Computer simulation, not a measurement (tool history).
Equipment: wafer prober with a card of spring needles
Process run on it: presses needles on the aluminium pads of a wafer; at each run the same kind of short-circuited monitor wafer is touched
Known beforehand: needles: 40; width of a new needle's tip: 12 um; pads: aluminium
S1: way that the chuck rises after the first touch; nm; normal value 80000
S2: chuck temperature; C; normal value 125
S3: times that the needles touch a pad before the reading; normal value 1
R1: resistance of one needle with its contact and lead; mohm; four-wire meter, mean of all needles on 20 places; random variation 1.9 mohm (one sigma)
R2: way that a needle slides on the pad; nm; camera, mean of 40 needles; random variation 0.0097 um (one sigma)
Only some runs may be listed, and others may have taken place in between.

| run | hour | S1 | S2 | S3 | R1 | R2 |
|---|---|---|---|---|---|---|
| 1 | 0.0 | 80000 | 125 | 1 | 218 | 15571 |
|  | 14.1 | tips cleaned on abrasive film |
| 2 | 15.3 | 88000 | 125 | 1 | 217 | 17132 |
| 3 | 27.3 | 75000 | 125 | 1 | 262 | 14601 |
|  | 29.0 | tips cleaned on abrasive film |
|  | 42.8 | tips cleaned on abrasive film |
| 4 | 43.9 | 75000 | 125 | 1 | 215 | 14576 |
| 5 | 54.8 | 75000 | 125 | 1 | 256 | 14573 |
|  | 57.2 | tips cleaned on abrasive film |
| 6 | 64.9 | 80000 | 125 | 2 | 228 | 15520 |
|  | 71.6 | tips cleaned on abrasive film |
| 7 | 79.8 | 80000 | 35 | 1 | 228 | 15519 |
|  | 86.2 | tips cleaned on abrasive film |
| 8 | 93.7 | 80000 | 125 | 2 | 224 | 15511 |
|  | 100.1 | tips cleaned on abrasive film |
| 9 | 110.5 | 80000 | 125 | 1 | 240 | 15494 |
|  | 114.1 | tips cleaned on abrasive film |
| 10 | 124.5 | 80000 | 125 | 1 | 247 | 15484 |
|  | 128.5 | tips cleaned on abrasive film |
|  | 142.4 | tips cleaned on abrasive film |
| 11 | 143.7 | 80000 | 125 | 1 | 218 | 15452 |
| 12 | 155.0 | 80000 | 125 | 1 | 256 | 15465 |
|  | 156.3 | tips cleaned on abrasive film |
| 13 | 164.0 | 80000 | 125 | 3 | 221 | 15439 |
|  | 170.4 | tips cleaned on abrasive film |
| 14 | 180.7 | 80000 | 125 | 3 | 218 | 15428 |
|  | 182.7 | height of the first contact set anew |
|  | 185.0 | tips cleaned on abrasive film |
| 15 | 190.6 | 80000 | 125 | 3 | 217 | 15316 |
|  | 198.6 | tips cleaned on abrasive film |
| 16 | 199.1 | 80000 | 125 | 3 | 209 | 15314 |
| 17 | 211.3 | 80000 | 125 | 1 | 247 | 15312 |
|  | 212.9 | tips cleaned on abrasive film |
| 18 | 226.1 | 92000 | 125 | 2 | 231 | 17655 |
|  | 228.0 | tips cleaned on abrasive film |
| 19 | 235.8 | 83000 | 90 | 1 | 234 | 15887 |
|  | 243.2 | tips cleaned on abrasive film |
| 20 | 249.5 | 61000 | 81 | 2 | 233 | 11591 |
|  | 251.9 | height of the first contact set anew, once more |
|  | 257.7 | tips cleaned on abrasive film |
| 21 | 258.8 | 67000 | 33 | 3 | 193 | 13038 |
| 22 | 267.7 | 71000 | 125 | 2 | 236 | 13815 |
|  | 271.3 | tips cleaned on abrasive film |
| 23 | 277.5 | 92000 | 83 | 2 | 213 | 17901 |
|  | 285.1 | tips cleaned on abrasive film |
| 24 | 295.4 | 74000 | 33 | 2 | 222 | 14397 |
|  | 298.8 | tips cleaned on abrasive film |
| 25 | 303.5 | 74000 | 33 | 2 | 209 | 14382 |
|  | 312.8 | tips cleaned on abrasive film |
| 26 | 322.8 | 80000 | 43 | 2 | 219 | 15547 |
|  | 326.6 | tips cleaned on abrasive film |
| 27 | 331.3 | 92000 | 43 | 2 | 204 | 17846 |
|  | 340.9 | tips cleaned on abrasive film |
| 28 | 348.9 | 92000 | 43 | 2 | 209 | 17876 |
|  | 355.1 | tips cleaned on abrasive film |
| 29 | 364.3 | 67000 | 125 | 2 | 241 | 12956 |
|  | 370.0 | tips cleaned on abrasive film |
| 30 | 374.0 | 86000 | 112 | 2 | 214 | 16674 |
|  | 384.2 | tips cleaned on abrasive film |
| 31 | 392.6 | 70000 | 70 | 2 | 228 | 13522 |
|  | 398.6 | tips cleaned on abrasive film |
| 32 | 410.1 | 94000 | 70 | 2 | 221 | 18223 |

The next listed run, before its measurement:
|  | 412.4 | tips cleaned on abrasive film |
| 33 | 420.7 | 76000 | 99 | 1 | ? | ? |

{"run 33": {"R1": 247, "R2": 14672}}
With no hidden state in the tool, this same run would have given R1 202 mohm, R2 14799 nm.
